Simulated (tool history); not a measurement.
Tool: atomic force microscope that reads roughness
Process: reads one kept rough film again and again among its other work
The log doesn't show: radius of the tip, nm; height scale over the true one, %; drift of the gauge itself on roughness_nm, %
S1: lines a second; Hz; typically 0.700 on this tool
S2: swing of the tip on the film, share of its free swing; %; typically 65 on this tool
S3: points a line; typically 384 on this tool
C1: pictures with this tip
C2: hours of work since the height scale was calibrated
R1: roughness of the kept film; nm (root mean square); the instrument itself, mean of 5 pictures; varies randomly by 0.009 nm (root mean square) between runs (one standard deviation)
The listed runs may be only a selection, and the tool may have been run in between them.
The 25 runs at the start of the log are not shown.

Run 26, hour 836.8: usual settings but S2 62 %, S3 814; C1 116; C2 499. Result: R1 1.879 nm (root mean square).
At hour 845.9: new tip fitted.
Run 27, hour 872.8: usual settings but S1 0.977 Hz, S2 58 %, S3 383; C1 33; C2 514. Result: R1 1.950 nm (root mean square).
Run 28, hour 897.2: usual settings but S1 0.977 Hz, S2 58 %, S3 383; C1 62; C2 524. Result: R1 1.924 nm (root mean square).
Run 29, hour 915.9: usual settings but S1 0.977 Hz, S2 58 %, S3 383; C1 85; C2 532. Result: R1 1.904 nm (root mean square).
Run 30, hour 939.5: usual settings but S1 0.977 Hz, S2 58 %, S3 383; C1 114; C2 541. Result: R1 1.870 nm (root mean square).
At hour 950.7: new tip fitted.
Run 31, hour 973.3: usual settings but S1 2.445 Hz, S2 83 %, S3 325; C1 27; C2 555. Result: R1 1.794 nm (root mean square).
Run 32, hour 1001.6: usual settings but S1 3.737 Hz, S2 76 %; C1 62; C2 567. Result: R1 1.764 nm (root mean square).
Run 33, hour 1028.1: usual settings but S1 3.704 Hz, S2 78 %, S3 835; C1 94; C2 578. Result: R1 1.704 nm (root mean square).
At hour 1055.9: new tip fitted.
Run 34, hour 1067.1: usual settings but S2 70 %; C1 13; C2 594. Result: R1 1.983 nm (root mean square).
Run 35, hour 1088.3: usual settings but S2 56 %, S3 300; C1 39; C2 603. Result: R1 1.964 nm (root mean square).
Run 36, hour 1124.3: usual settings but S2 71 %, S3 566; C1 83; C2 618. Result: R1 1.916 nm (root mean square).
Run 37, hour 1154.9: usual settings but S2 71 %, S3 566; C1 120; C2 630. Result: R1 1.856 nm (root mean square).
At hour 1158.8: new tip fitted.
Run 38, hour 1193.6: usual settings but S2 71 %, S3 566; C1 42; C2 646. Result: R1 1.945 nm (root mean square).
Run 39, hour 1222.4: usual settings but S2 71 %, S3 566; C1 77; C2 658. Result: R1 1.902 nm (root mean square).
Run 40, hour 1253.9: usual settings but S1 1.557 Hz, S2 64 %, S3 452; C1 115; C2 671. Result: R1 1.854 nm (root mean square).
At hour 1263.3: new tip fitted.
Run 41, hour 1276.4: usual settings but S1 1.893 Hz, S2 62 %, S3 286; C1 16; C2 680. Result: R1 1.930 nm (root mean square).
Run 42, hour 1315.1: usual settings but S1 0.676 Hz, S2 86 %, S3 286; C1 64; C2 696. Result: R1 1.871 nm (root mean square).
Run 43, hour 1346.8: usual settings but S1 0.965 Hz, S2 84 %, S3 683; C1 102; C2 709. Result: R1 1.817 nm (root mean square).
At hour 1366.2: new tip fitted.
Run 44, hour 1369.3: usual settings but S1 0.965 Hz, S2 84 %, S3 683; C1 4; C2 718. Result: R1 1.941 nm (root mean square).

Predict each of these 4 candidate next runs independently; none follows another, all start after run 44:
Run A, hour 1411.4: usual settings but S1 1.246 Hz, S2 61 %, S3 683; C1 55; C2 736. Result: R1 ?.
Run B, hour 1411.4: usual settings but S3 320; C1 55; C2 736. Result: R1 ?.
Run C, hour 1411.4: usual settings but S1 1.161 Hz, S2 68 %, S3 683; C1 55; C2 736. Result: R1 ?.
Run D, hour 1411.4: usual settings but S1 0.965 Hz, S2 77 %, S3 683; C1 55; C2 736. Result: R1 ?.

run     R1
  A  1.926
  B  1.921
  C  1.920
  D  1.897
Without the tool's unlogged condition, the same runs would have read:
run     R1
  A  2.014
  B  2.008
  C  2.008
  D  1.983
